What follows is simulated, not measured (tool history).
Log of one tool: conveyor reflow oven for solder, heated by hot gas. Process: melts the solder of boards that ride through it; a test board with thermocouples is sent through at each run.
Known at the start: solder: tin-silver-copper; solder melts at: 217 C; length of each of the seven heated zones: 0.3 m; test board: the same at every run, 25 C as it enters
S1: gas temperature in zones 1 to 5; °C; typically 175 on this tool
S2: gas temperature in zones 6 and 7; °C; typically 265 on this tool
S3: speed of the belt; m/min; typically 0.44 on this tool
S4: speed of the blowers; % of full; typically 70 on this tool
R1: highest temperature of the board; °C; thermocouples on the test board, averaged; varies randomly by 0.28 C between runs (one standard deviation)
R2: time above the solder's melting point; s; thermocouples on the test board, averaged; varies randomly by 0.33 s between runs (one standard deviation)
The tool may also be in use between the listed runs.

run    hour   S1   S2     S3  S4     R1    R2
  1       0  175  265   0.44  70  245.2  54.5
  2    64.8  175  265   0.44  70  245.2  54.2
  3     108  175  265   0.44  70  245.1  53.9
  4     175  175  265   0.44  70  244.7    54
  5   255.2  175  265   0.44  70  245.1  54.5
  6   340.3  175  265   0.44  70  245.4  54.2
  7   391.2  175  265   0.44  70  245.3  53.5
  8   460.5  175  265   0.44  64  243.9  52.6
  9   526.2  185  265   0.44  70    247  60.5
 10     571  185  265   0.44  70    247  59.8
 11   634.6  185  265   0.44  70  246.7  60.6
 12   705.8  185  265   0.44  70    247  61.2
 13   767.7  185  265   0.44  70    247    60
 14   815.8  185  265   0.44  70  247.7  60.8
 15   894.1  178  265  0.462  70  243.9  51.5
 16   941.7  178  265  0.462  70    244  51.2
 17  1029.2  175  265  0.355  60  250.2    75
 18  1082.1  161  266  0.362  68  249.6  66.7
 19  1131.5  183  266  0.386  68  251.5  73.2
 20  1171.4  161  269   0.44  70  245.4  49.5
 21  1240.1  173  262  0.527  71  235.6  33.4
 22  1299.2  175  271  0.387  70  254.6  71.5
 23  1346.4  175  271  0.387  70  254.6  72.3

Not shown here: 4 entries made in the log between runs. Locate each between two listed runs and compare the hidden state at the listed run before it with the hidden state at the listed run after it:
After run 1, before run 2: flux residue cleaned out of gas plates and filters (hour 11.5)
  heat that the gas passes to the board, % of a clean oven's: 99.7 -> 100; belt's true speed, % of the reading: 99.99 -> 99.98
After run 8, before run 9: flux residue cleaned out of gas plates and filters (hour 509.4)
  heat that the gas passes to the board, % of a clean oven's: 99.7 -> 100
After run 10, before run 11: thermocouples of zones 6 and 7 changed (hour 605.6)
  heat that the gas passes to the board, % of a clean oven's: 100 -> 99.9; belt's true speed, % of the reading: 99.97 -> 99.96; true gas temperature in zones 6 and 7 over the reading, C: -0.07 -> -0.05
After run 16, before run 17: flux residue cleaned out of gas plates and filters (hour 1008.6)
  heat that the gas passes to the board, % of a clean oven's: 99.7 -> 100
